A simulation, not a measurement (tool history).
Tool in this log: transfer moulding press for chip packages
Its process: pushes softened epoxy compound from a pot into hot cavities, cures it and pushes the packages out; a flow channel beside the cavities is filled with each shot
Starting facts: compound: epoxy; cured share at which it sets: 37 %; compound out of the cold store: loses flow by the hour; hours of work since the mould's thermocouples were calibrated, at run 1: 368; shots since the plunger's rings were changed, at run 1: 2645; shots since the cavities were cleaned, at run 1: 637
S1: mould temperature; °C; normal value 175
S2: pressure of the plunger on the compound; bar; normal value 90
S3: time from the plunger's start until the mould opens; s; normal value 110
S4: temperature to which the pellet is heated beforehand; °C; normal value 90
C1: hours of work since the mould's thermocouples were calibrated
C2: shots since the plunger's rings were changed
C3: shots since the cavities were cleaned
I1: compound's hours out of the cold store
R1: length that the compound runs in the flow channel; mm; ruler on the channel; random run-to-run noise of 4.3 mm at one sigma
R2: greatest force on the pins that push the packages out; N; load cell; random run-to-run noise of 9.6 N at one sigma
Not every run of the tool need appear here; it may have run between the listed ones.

run	hour	S1	S2	S3	S4	C1	C2	C3	I1	R1	R2
1	0	175	90	110	90	368	2645	637	12.8	1000	739
# hour 6.2: cavities cleaned with cleaning compound and waxed
2	23.1	175	90	110	90	382	2907	204	8.5	1023	583
3	50.3	175	90	110	90	401	3238	535	32.3	885	666
# hour 63: cavities cleaned with cleaning compound and waxed
4	73.6	175	90	110	90	415	3502	129	48	807	516
5	87.5	175	90	110	90	424	3670	297	10.4	998	616
6	117.9	175	87.7	110	90	445	4040	667	30.2	874	703
# hour 120.7: cavities cleaned with cleaning compound and waxed
7	144.6	175	87.7	110	90	462	4345	290	10.5	973	615
# hour 158.7: plunger's sealing rings changed
8	160	175	90	110	90	470	16	447	11.1	1044	687
# hour 181.8: cavities cleaned with cleaning compound and waxed
9	191.8	172	90	110	90	491	383	121	14.3	1028	637
10	218	172	90	110	90	508	700	438	12.6	1039	813
11	231.4	172	90	110	90	517	864	602	45	862	762
# hour 239.5: cavities cleaned with cleaning compound and waxed
12	252.7	172	90	110	90	530	1103	160	20.7	980	649
13	272	176	90	122	90	543	1338	395	42.5	859	532
14	288.1	176	90	122	90	554	1532	589	28.2	918	583
# hour 292.7: mould's thermocouples calibrated
# hour 299.6: cavities cleaned with cleaning compound and waxed
15	304.9	176	90	122	90	7	1694	64	9.1	1032	448
16	324.8	170	90	142	92	21	1936	306	34.9	894	538
17	350.3	170	90	142	92	38	2244	614	8.2	1052	632
# hour 354.2: mould's thermocouples calibrated, once more
# hour 360.5: cavities cleaned with cleaning compound and waxed
18	381.7	175	85.3	101	99	17	2584	258	23.1	911	655
19	402.9	175	79.2	110	92	32	2841	515	47.1	766	620
# hour 419.1: cavities cleaned with cleaning compound and waxed
20	427.8	175	79.2	110	92	47	3125	106	46.8	756	478

Below, some changes in R1 between adjacent runs. For each, the amount present without the hidden state too (settings, incoming material, random variation) and the amount remaining for the hidden state with gauge scatter not shared by both compared results:
What the log doesn't record here: true mould temperature over the reading, C; pressure that reaches the compound, % of what is set; grip of the stained cavities, % over clean ones'; drift of the gauge itself on flow_mm, %; drift of the gauge itself on push_out_n, %.
Run 4 -> 5: nothing adjusted, nothing logged. R1 +191 mm: hidden state -11, all else +202.
Run 7 -> 8: S2 87.7 -> 90, plunger's sealing rings changed. R1 +71 mm: hidden state +58, all else +13.
Run 10 -> 11: nothing adjusted, nothing logged. R1 -177 mm: hidden state -1, all else -176.

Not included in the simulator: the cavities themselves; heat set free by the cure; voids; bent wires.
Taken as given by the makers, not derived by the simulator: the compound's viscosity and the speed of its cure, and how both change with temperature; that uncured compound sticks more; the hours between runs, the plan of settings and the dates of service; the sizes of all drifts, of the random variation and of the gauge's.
